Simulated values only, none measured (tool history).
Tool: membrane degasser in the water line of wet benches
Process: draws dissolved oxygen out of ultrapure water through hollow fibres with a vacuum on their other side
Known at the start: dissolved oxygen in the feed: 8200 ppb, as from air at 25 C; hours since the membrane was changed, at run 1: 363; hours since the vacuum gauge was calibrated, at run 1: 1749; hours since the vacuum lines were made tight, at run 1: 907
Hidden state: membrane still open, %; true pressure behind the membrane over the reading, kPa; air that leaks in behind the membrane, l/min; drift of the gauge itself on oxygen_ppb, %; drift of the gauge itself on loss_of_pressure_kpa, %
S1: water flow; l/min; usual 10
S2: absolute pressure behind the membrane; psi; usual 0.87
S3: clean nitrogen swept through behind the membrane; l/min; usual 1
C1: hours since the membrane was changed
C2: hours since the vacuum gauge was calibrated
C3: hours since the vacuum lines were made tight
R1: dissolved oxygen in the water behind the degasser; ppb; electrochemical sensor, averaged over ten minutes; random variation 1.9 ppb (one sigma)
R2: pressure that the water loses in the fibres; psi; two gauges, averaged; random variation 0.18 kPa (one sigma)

run,hour,S1,S2,S3,C1,C2,C3,R1,R2
1,0,10,0.87,1,363,1749,907,189.9,4.476
2,192.9,10,0.87,0.59,556,1942,1100,235.2,4.432
3,461.6,10,0.87,0.59,825,2211,1368,232.5,4.485
4,644.8,10,1.027,0.59,1008,2394,1551,278.3,4.46
5,949.6,10,1.027,0.59,1313,2699,1856,275.5,4.498
6,1084.1,10,1.027,0.59,1447,2833,1991,275.9,4.492
7,1267.3,10,1.027,0.59,1630,3016,2174,278.8,4.503
8,1538.2,9,0.87,1,1901,3287,2445,167.2,4.025
9,1770.7,9,0.87,1,2134,3520,2677,168.4,4.029
10,1924.9,9,0.87,1,2288,3674,2831,168.1,4.076
# hour 2129: vacuum gauge calibrated
11,2129,9,0.87,1,2491,0,3035,164.7,4.093
12,2275.2,9,0.87,1,2638,146,3181,165.3,4.102
13,2547.9,9,0.87,1,2910,419,3454,168.2,4.08
14,2834.8,9,0.87,1,3197,706,3741,170.2,4.086
15,3098,9,0.87,1,3460,969,4004,169.8,4.076
16,3328.2,9,0.87,1,3691,1199,4234,168.9,4.113
17,3555,9,1.31,0.88,3918,1426,4461,248.4,4.11
18,3734.4,9,1.31,0.88,4097,1605,4641,256.5,4.129
19,3904.3,9,1.31,0.88,4267,1775,4810,249.9,4.119
20,4103.1,9,1.31,0.88,4466,1974,5009,251.3,4.107
# hour 4325.5: seals of the vacuum lines changed
21,4341.1,6,1.61,1,4702,2210,16,156.3,2.76
22,4575.2,7,1.574,0.82,4936,2444,250,215.6,3.175
23,4708,6,0.577,0.82,5068,2577,382,57,2.714
24,4865.8,6,0.577,0.82,5226,2735,540,58.3,2.776
25,5051.8,6,0.577,0.82,5412,2921,726,57.9,2.722
26,5224.1,6,0.577,0.82,5585,3093,899,58.3,2.721
27,5454.2,6,0.846,0.42,5815,3323,1129,133.9,2.764
28,5643,10,1.709,1,6004,3512,1318,340.4,4.625
29,5946.1,10,0.869,2.22,6307,3815,1621,177.4,4.614
# hour 6007.6: vacuum gauge calibrated
30,6212.7,9,0.93,1,6573,205,1887,184,4.136
31,6503.7,9,0.93,1,6864,496,2178,185.4,4.15

Hidden state or all else? Some run-to-run changes of R1, split into what the settings, what came in and random variation would give without the hidden state, and what is left for the hidden state (with any gauge scatter that isn't in both results):
Run 20 -> 21: S1 9 -> 6, S2 1.31 -> 1.61, S3 0.88 -> 1, seals of the vacuum lines changed. R1 -95 ppb: hidden state -11.7, all else -83.3.
Run 22 -> 23: S1 7 -> 6, S2 1.574 -> 0.577. R1 -158.6 ppb: hidden state -2.5, all else -156.1.
Run 27 -> 28: S1 6 -> 10, S2 0.846 -> 1.709, S3 0.42 -> 1. R1 +206.5 ppb: hidden state +11.6, all else +194.9.
Run 28 -> 29: S2 1.709 -> 0.869, S3 1 -> 2.22. R1 -163 ppb: hidden state -0.9, all else -162.1.
Run 29 -> 30: S1 10 -> 9, S2 0.869 -> 0.93, S3 2.22 -> 1, vacuum gauge calibrated. R1 +6.6 ppb: hidden state -3.9, all else +10.5.

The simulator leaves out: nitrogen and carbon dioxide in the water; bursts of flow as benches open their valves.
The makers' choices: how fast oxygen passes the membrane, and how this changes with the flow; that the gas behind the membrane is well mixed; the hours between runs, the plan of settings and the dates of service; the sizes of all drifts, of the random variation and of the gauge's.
